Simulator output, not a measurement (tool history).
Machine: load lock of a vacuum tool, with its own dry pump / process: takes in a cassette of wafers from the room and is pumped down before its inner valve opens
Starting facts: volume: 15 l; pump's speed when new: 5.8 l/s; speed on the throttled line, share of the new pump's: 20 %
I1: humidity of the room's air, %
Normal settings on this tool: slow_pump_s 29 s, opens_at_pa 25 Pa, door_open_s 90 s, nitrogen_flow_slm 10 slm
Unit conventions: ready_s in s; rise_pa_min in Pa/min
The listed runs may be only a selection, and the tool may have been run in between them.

Run 1, hour 0: usual settings; I1 46. Result: ready_s 45.2 s, rise_pa_min 0.15 Pa/min.
Run 2, hour 73.5: usual settings but slow_pump_s 44 s; I1 45.9. Result: ready_s 56.9 s, rise_pa_min 0.15 Pa/min.
Run 3, hour 195.7: usual settings but slow_pump_s 44 s; I1 45.6. Result: ready_s 57.1 s, rise_pa_min 0.154 Pa/min.
Run 4, hour 276.6: usual settings; I1 43.8. Result: ready_s 45.5 s, rise_pa_min 0.145 Pa/min.
Run 5, hour 400: usual settings but door_open_s 56 s; I1 46.1. Result: ready_s 44.9 s, rise_pa_min 0.139 Pa/min.
Run 6, hour 509.1: usual settings but door_open_s 56 s; I1 44.5. Result: ready_s 45.3 s, rise_pa_min 0.145 Pa/min.
Run 7, hour 591.2: usual settings but slow_pump_s 16 s; I1 46. Result: ready_s 35 s, rise_pa_min 0.162 Pa/min.
Run 8, hour 713.4: usual settings but slow_pump_s 16 s; I1 42.5. Result: ready_s 34.8 s, rise_pa_min 0.162 Pa/min.
Run 9, hour 766.5: usual settings but slow_pump_s 46 s; I1 44.8. Result: ready_s 58.5 s, rise_pa_min 0.169 Pa/min.
Run 10, hour 875: usual settings but slow_pump_s 43 s; I1 46.6. Result: ready_s 56.1 s, rise_pa_min 0.175 Pa/min.
Run 11, hour 929.7: usual settings but slow_pump_s 43 s; I1 45.4. Result: ready_s 56.4 s, rise_pa_min 0.172 Pa/min.
Run 12, hour 990.9: usual settings but slow_pump_s 43 s; I1 42.8. Result: ready_s 56.3 s, rise_pa_min 0.167 Pa/min.
Run 13, hour 1047: usual settings but slow_pump_s 43 s; I1 43.9. Result: ready_s 56.3 s, rise_pa_min 0.18 Pa/min.
Run 14, hour 1138: usual settings but opens_at_pa 38 Pa; I1 47. Result: ready_s 43.8 s, rise_pa_min 0.173 Pa/min.
Run 15, hour 1243.9: usual settings but opens_at_pa 38 Pa; I1 44.7. Result: ready_s 43.8 s, rise_pa_min 0.182 Pa/min.
Run 16, hour 1322.5: usual settings but slow_pump_s 39 s, opens_at_pa 19 Pa, door_open_s 110 s, nitrogen_flow_slm 13 slm; I1 38.4. Result: ready_s 54 s, rise_pa_min 0.181 Pa/min.
Run 17, hour 1384.6: usual settings but door_open_s 77 s, nitrogen_flow_slm 34 slm; I1 44.6. Result: ready_s 45.2 s, rise_pa_min 0.158 Pa/min.
Run 18, hour 1443: usual settings but slow_pump_s 44 s, opens_at_pa 33 Pa, door_open_s 88 s; I1 49.1. Result: ready_s 56.3 s, rise_pa_min 0.19 Pa/min.
Run 19, hour 1566.2: usual settings but slow_pump_s 47 s, opens_at_pa 24 Pa, nitrogen_flow_slm 4 slm; I1 46.1. Result: ready_s 59.5 s, rise_pa_min 0.207 Pa/min.
Run 20, hour 1676.9: usual settings but slow_pump_s 47 s, opens_at_pa 24 Pa, nitrogen_flow_slm 4 slm; I1 47.7. Result: ready_s 59.4 s, rise_pa_min 0.202 Pa/min.
Run 21, hour 1784.3: usual settings but opens_at_pa 20 Pa, nitrogen_flow_slm 21 slm; I1 45.7. Result: ready_s 45.9 s, rise_pa_min 0.186 Pa/min.
Run 22, hour 1851.3: usual settings but opens_at_pa 28 Pa, nitrogen_flow_slm 7 slm; I1 44.7. Result: ready_s 44.9 s, rise_pa_min 0.191 Pa/min.
Run 23, hour 1956.5: usual settings but slow_pump_s 19 s, opens_at_pa 46 Pa, door_open_s 44 s, nitrogen_flow_slm 6 slm; I1 43.2. Result: ready_s 35.6 s, rise_pa_min 0.191 Pa/min.
Run 24, hour 2065.1: usual settings but slow_pump_s 19 s, opens_at_pa 46 Pa, door_open_s 44 s, nitrogen_flow_slm 6 slm; I1 44.6. Result: ready_s 35.7 s, rise_pa_min 0.196 Pa/min.
Run 25, hour 2190.1: usual settings but slow_pump_s 14 s, opens_at_pa 46 Pa, door_open_s 44 s, nitrogen_flow_slm 4 slm; I1 46.3. Result: ready_s 31.6 s, rise_pa_min 0.206 Pa/min.
Run 26, hour 2279.7: usual settings but slow_pump_s 36 s, opens_at_pa 43 Pa, door_open_s 176 s, nitrogen_flow_slm 29 slm; I1 45.1. Result: ready_s 49.4 s, rise_pa_min 0.206 Pa/min.
Run 27, hour 2380.3: usual settings but slow_pump_s 16 s, opens_at_pa 43 Pa, door_open_s 176 s, nitrogen_flow_slm 5 slm; I1 44.4. Result: ready_s 33.4 s, rise_pa_min 0.247 Pa/min.
Run 28, hour 2501.5: usual settings but slow_pump_s 16 s, opens_at_pa 47 Pa, door_open_s 176 s, nitrogen_flow_slm 16 slm; I1 44.3. Result: ready_s 33.2 s, rise_pa_min 0.235 Pa/min.
Run 29, hour 2591.5: usual settings but nitrogen_flow_slm 22 slm; I1 45.1. Result: ready_s 45.3 s, rise_pa_min 0.214 Pa/min.

Alternative continuations, all from the tool just after run 29; predict every row:
Run A, hour 2694.6: usual settings but slow_pump_s 43 s, opens_at_pa 38 Pa, nitrogen_flow_slm 7 slm; I1 47.1. Result: ready_s ?, rise_pa_min ?.
Run B, hour 2694.6: usual settings but slow_pump_s 42 s, opens_at_pa 23 Pa, door_open_s 38 s; I1 48.1. Result: ready_s ?, rise_pa_min ?.
Run C, hour 2694.6: usual settings but slow_pump_s 17 s, opens_at_pa 48 Pa, nitrogen_flow_slm 22 slm; I1 44.3. Result: ready_s ?, rise_pa_min ?.
Run D, hour 2694.6: usual settings but door_open_s 154 s, nitrogen_flow_slm 4 slm; I1 46. Result: ready_s ?, rise_pa_min ?.

run  ready_s  rise_pa_min
  A     55.1        0.238
  B     56.1        0.217
  C     34.1        0.214
  D     45.3        0.259
Without the tool's hidden state the same runs would have given:
run  ready_s  rise_pa_min
  A     54.7        0.067
  B     55.7        0.046
  C     33.6        0.047
  D     44.8        0.087

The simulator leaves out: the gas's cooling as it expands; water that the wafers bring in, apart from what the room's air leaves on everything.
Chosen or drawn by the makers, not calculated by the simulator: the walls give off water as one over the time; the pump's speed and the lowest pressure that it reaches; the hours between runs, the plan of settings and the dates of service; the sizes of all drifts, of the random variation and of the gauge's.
